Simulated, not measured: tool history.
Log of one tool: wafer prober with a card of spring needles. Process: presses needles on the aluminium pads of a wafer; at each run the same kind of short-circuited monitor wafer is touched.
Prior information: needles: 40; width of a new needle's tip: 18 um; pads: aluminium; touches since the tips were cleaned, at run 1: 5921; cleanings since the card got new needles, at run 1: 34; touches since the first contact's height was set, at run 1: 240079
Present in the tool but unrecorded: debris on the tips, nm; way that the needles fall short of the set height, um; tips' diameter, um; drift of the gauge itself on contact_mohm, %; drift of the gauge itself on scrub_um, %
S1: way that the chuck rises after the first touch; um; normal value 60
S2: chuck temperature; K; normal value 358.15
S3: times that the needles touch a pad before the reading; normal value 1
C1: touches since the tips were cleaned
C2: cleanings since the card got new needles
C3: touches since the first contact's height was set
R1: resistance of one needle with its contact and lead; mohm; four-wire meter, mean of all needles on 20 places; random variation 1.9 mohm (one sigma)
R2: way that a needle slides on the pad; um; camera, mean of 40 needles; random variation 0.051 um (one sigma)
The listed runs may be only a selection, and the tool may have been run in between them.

run 1 hour=0 | S1=60 S2=358.15 S3=1 | C1=5921 C2=34 C3=240079 | R1=201 R2=16.47
-- hour=1.4 tips cleaned on abrasive film
run 2 hour=11.7 | S1=60 S2=358.15 S3=1 | C1=4453 C2=35 C3=245089 | R1=202 R2=16.44
-- hour=15.6 tips cleaned on abrasive film
-- hour=20.7 height of the first contact set anew
run 3 hour=22.2 | S1=60 S2=358.15 S3=1 | C1=2705 C2=36 C3=645 | R1=205 R2=16.49
-- hour=30.3 tips cleaned on abrasive film
run 4 hour=40.9 | S1=60 S2=358.15 S3=1 | C1=4567 C2=37 C3=8711 | R1=205 R2=16.46
-- hour=44.9 tips cleaned on abrasive film
run 5 hour=57.6 | S1=60 S2=358.15 S3=3 | C1=5507 C2=38 C3=15914 | R1=202 R2=16.49
-- hour=59.2 tips cleaned on abrasive film
run 6 hour=66.1 | S1=60 S2=358.15 S3=2 | C1=3000 C2=39 C3=19579 | R1=204 R2=16.53
-- hour=73.9 tips cleaned on abrasive film
run 7 hour=81.1 | S1=60 S2=358.15 S3=1 | C1=3122 C2=40 C3=26007 | R1=202 R2=16.49
-- hour=88.1 tips cleaned on abrasive film
run 8 hour=95.5 | S1=60 S2=358.15 S3=1 | C1=3217 C2=41 C3=32237 | R1=202 R2=16.56
-- hour=103.8 tips cleaned on abrasive film
run 9 hour=115 | S1=60 S2=358.15 S3=1 | C1=4850 C2=42 C3=40619 | R1=201 R2=16.61
-- hour=118 tips cleaned on abrasive film
-- hour=133.3 tips cleaned on abrasive film
run 10 hour=133.3 | S1=61 S2=348.15 S3=3 | C1=0 C2=44 C3=48463 | R1=199 R2=16.77
-- hour=147.7 tips cleaned on abrasive film
run 11 hour=150.7 | S1=61 S2=348.15 S3=3 | C1=1297 C2=45 C3=55971 | R1=196 R2=16.85
run 12 hour=161.7 | S1=55 S2=392.15 S3=1 | C1=6066 C2=45 C3=60740 | R1=212 R2=15.28
-- hour=162.8 tips cleaned on abrasive film
run 13 hour=173.6 | S1=44 S2=390.15 S3=2 | C1=4681 C2=46 C3=65866 | R1=219 R2=12.21

Run 14 has not been measured yet. What should we expect?
-- hour=177.2 tips cleaned on abrasive film
run 14 hour=186.5 | S1=72 S2=312.15 S3=2 | C1=4019 C2=47 C3=71414 | R1=? R2=?

{"run 14": {"R1": 186, "R2": 19.98}}
If the tool had no hidden condition, the same run with the same run-to-run variation would have returned R1 186 mohm, R2 19.73 um.
